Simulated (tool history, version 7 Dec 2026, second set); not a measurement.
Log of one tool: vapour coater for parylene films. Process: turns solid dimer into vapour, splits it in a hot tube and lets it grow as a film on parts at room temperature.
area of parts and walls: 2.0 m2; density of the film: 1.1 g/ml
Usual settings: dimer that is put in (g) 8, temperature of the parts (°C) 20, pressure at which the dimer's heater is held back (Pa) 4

run	hour	dimer that is put in (g)	temperature of the parts (°C)	pressure at which the dimer's heater is held back (Pa)	thickness of the film (nm)
1	0	8	20	4	2270
2	10.8	8	20	4	2250
3	26.4	8	20	7.49	1940
4	40.3	8	20	7.49	1990
5	60	8	20	7.49	1970
6	73.5	8	20	7.49	1930
7	83.8	8	20	4	2200
# hour 96.8: trap's valve overhauled
8	98.8	6	20	4	1800
9	116.1	6	20	4	1830
10	133.8	6	27	4	1540
11	155.1	6	27	4	1520
12	166.2	8	20	4	2340
13	185	8	20	4	2390
14	206	8	20	4	2320
15	215.4	8	20	4	2300
16	236.3	8	20	4	2320
17	257.4	8	14	4	2600
18	269.3	8	14	4	2530
19	286.8	8	20	4	2300
20	306.5	8	20	4	2220
21	325.7	8	17	4	2410
22	347.5	8	17	4	2320
23	367	8	32	3.17	1750
# hour 377.4: trap's valve overhauled
24	388.2	11	25	3.17	3170
25	398.3	9	27	4	2380
26	420.4	9	27	4	2340
27	442.1	9	27	4	2290
28	461.5	9	27	4	2270
29	478.4	11	27	4.06	2760
30	491.5	11	27	4.06	2720
# hour 494.5: table's thermometer calibrated
31	513	11	27	4.06	2740
32	522.5	11	27	4.06	2680
33	535.2	13	28	5.16	3040
34	555.6	8	15	3.14	2640
35	565.8	4	14	2.89	1360
36	576.4	8	22	4.3	2130
37	596.8	13	21	2.47	3870
# hour 609.6: table's thermometer calibrated, once more
38	611.7	13	21	2.47	3780
39	629.3	5	13	2.22	1710
40	641.6	5	13	2.22	1760
# hour 660.2: trap's valve overhauled
41	666.2	3	13	6.84	970
42	676.9	10	13	6.76	3190
43	689	4	20	6.15	1110

For each run, the measured value with the value that run would have given without the tool's hidden condition subtracted. The run-to-run variation is shared by both, the gauge scatter possibly not:
Hidden state at play: vapour lost through the trap's worn valve, %; true temperature of the parts over the reading, C; drift of the gauge itself on film_um, %.
run	thickness of the film (nm)
1	-200
2	-210
3	-200
4	-220
5	-240
6	-250
7	-300
8	-20
9	-30
10	-40
11	-60
12	-90
13	-120
14	-140
15	-140
16	-170
17	-210
18	-230
19	-220
20	-250
21	-280
22	-310
23	-250
24	-30
25	-30
26	-50
27	-70
28	-90
29	-130
30	-140
31	-170
32	-180
33	-230
34	-220
35	-120
36	-200
37	-400
38	-440
39	-220
40	-230
41	-10
42	-50
43	-30
